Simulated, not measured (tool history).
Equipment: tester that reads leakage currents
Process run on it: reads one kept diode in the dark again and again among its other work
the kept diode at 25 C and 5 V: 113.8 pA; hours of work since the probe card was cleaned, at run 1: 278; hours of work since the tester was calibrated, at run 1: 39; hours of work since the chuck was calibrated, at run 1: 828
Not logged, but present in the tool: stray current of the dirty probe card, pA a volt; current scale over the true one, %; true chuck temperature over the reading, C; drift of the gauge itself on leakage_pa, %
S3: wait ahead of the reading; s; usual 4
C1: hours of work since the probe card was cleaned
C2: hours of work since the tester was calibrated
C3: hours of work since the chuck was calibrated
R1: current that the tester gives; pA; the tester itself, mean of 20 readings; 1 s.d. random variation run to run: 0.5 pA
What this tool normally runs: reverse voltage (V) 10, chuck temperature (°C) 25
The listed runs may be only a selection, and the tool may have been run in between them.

{"run": 1, "hour": 0.0, "reverse voltage (V)": 10, "chuck temperature (°C)": 25, "S3": 4, "C1": 278, "C2": 39, "C3": 828, "R1": 137.92}
{"run": 2, "hour": 18.6, "reverse voltage (V)": 10, "chuck temperature (°C)": 25, "S3": 4, "C1": 287, "C2": 48, "C3": 837, "R1": 137.37}
{"hour": 35.0, "done": "chuck's temperature calibrated"}
{"run": 3, "hour": 35.4, "reverse voltage (V)": 10.6, "chuck temperature (°C)": 25, "S3": 4, "C1": 295, "C2": 56, "C3": 0, "R1": 171.19}
{"run": 4, "hour": 52.9, "reverse voltage (V)": 10.6, "chuck temperature (°C)": 25, "S3": 4, "C1": 304, "C2": 65, "C3": 9, "R1": 170.28}
{"run": 5, "hour": 70.6, "reverse voltage (V)": 10.6, "chuck temperature (°C)": 25, "S3": 4, "C1": 313, "C2": 74, "C3": 18, "R1": 170.92}
{"run": 6, "hour": 90.0, "reverse voltage (V)": 10.6, "chuck temperature (°C)": 25, "S3": 4, "C1": 323, "C2": 83, "C3": 28, "R1": 170.67}
{"run": 7, "hour": 116.4, "reverse voltage (V)": 10.6, "chuck temperature (°C)": 25, "S3": 4, "C1": 336, "C2": 97, "C3": 42, "R1": 170.05}
{"run": 8, "hour": 146.3, "reverse voltage (V)": 10.6, "chuck temperature (°C)": 25, "S3": 4, "C1": 351, "C2": 112, "C3": 57, "R1": 170.09}
{"run": 9, "hour": 160.6, "reverse voltage (V)": 10, "chuck temperature (°C)": 45, "S3": 4, "C1": 359, "C2": 119, "C3": 64, "R1": 951.32}
{"run": 10, "hour": 194.0, "reverse voltage (V)": 10, "chuck temperature (°C)": 45, "S3": 4, "C1": 376, "C2": 137, "C3": 81, "R1": 943.86}
{"run": 11, "hour": 219.1, "reverse voltage (V)": 10, "chuck temperature (°C)": 45, "S3": 4, "C1": 389, "C2": 149, "C3": 94, "R1": 946.49}
{"hour": 224.4, "done": "probe card cleaned and baked"}
{"run": 12, "hour": 247.4, "reverse voltage (V)": 17.4, "chuck temperature (°C)": 25, "S3": 4, "C1": 12, "C2": 162, "C3": 107, "R1": 225.85}
{"run": 13, "hour": 261.8, "reverse voltage (V)": 10, "chuck temperature (°C)": 25, "S3": 4.38, "C1": 19, "C2": 170, "C3": 114, "R1": 164.52}
{"run": 14, "hour": 290.3, "reverse voltage (V)": 10, "chuck temperature (°C)": 33, "S3": 0.69, "C1": 34, "C2": 184, "C3": 129, "R1": 341.67}
{"run": 15, "hour": 308.8, "reverse voltage (V)": 10, "chuck temperature (°C)": 33, "S3": 0.69, "C1": 43, "C2": 194, "C3": 138, "R1": 339.64}
{"run": 16, "hour": 335.1, "reverse voltage (V)": 10, "chuck temperature (°C)": 51, "S3": 0.75, "C1": 57, "C2": 207, "C3": 152, "R1": 1537.36}
{"run": 17, "hour": 354.7, "reverse voltage (V)": 10, "chuck temperature (°C)": 24, "S3": 0.75, "C1": 67, "C2": 217, "C3": 162, "R1": 153.56}
{"run": 18, "hour": 389.1, "reverse voltage (V)": 10, "chuck temperature (°C)": 24, "S3": 0.75, "C1": 84, "C2": 235, "C3": 179, "R1": 153.23}
{"run": 19, "hour": 424.1, "reverse voltage (V)": 1.2, "chuck temperature (°C)": 25, "S3": 1.14, "C1": 102, "C2": 253, "C3": 197, "R1": 50.89}
{"hour": 436.3, "done": "probe card cleaned and baked, once more"}
{"run": 20, "hour": 453.6, "reverse voltage (V)": 1.2, "chuck temperature (°C)": 25, "S3": 1.14, "C1": 9, "C2": 266, "C3": 211, "R1": 49.78}

Describe how what the log doesn't record of the tool's condition differs between the last listed run preceding each entry between runs and the first listed run following it.
In the gap between runs 2 and 3: chuck's temperature calibrated (hour 35)
  stray current of the dirty probe card, pA a volt: 0.394 -> 0.403; true chuck temperature over the reading, C: -2.27 -> -0.27
  the result without the hidden state subtracted from the measured one, R1: -28.38 -> -0.12 pA
In the gap between runs 11 and 12: probe card cleaned and baked (hour 224.4)
  stray current of the dirty probe card, pA a volt: 0.513 -> 0.805; current scale over the true one, %: 0.12 -> 0.13; true chuck temperature over the reading, C: -0.52 -> -0.55
  the result without the hidden state subtracted from the measured one, R1: -35.51 -> +2.65 pA
In the gap between runs 19 and 20: probe card cleaned and baked, once more (hour 436.3)
  stray current of the dirty probe card, pA a volt: 0.913 -> 0.031; true chuck temperature over the reading, C: -0.79 -> -0.82
  the result without the hidden state subtracted from the measured one, R1: -2.69 -> -3.91 pA

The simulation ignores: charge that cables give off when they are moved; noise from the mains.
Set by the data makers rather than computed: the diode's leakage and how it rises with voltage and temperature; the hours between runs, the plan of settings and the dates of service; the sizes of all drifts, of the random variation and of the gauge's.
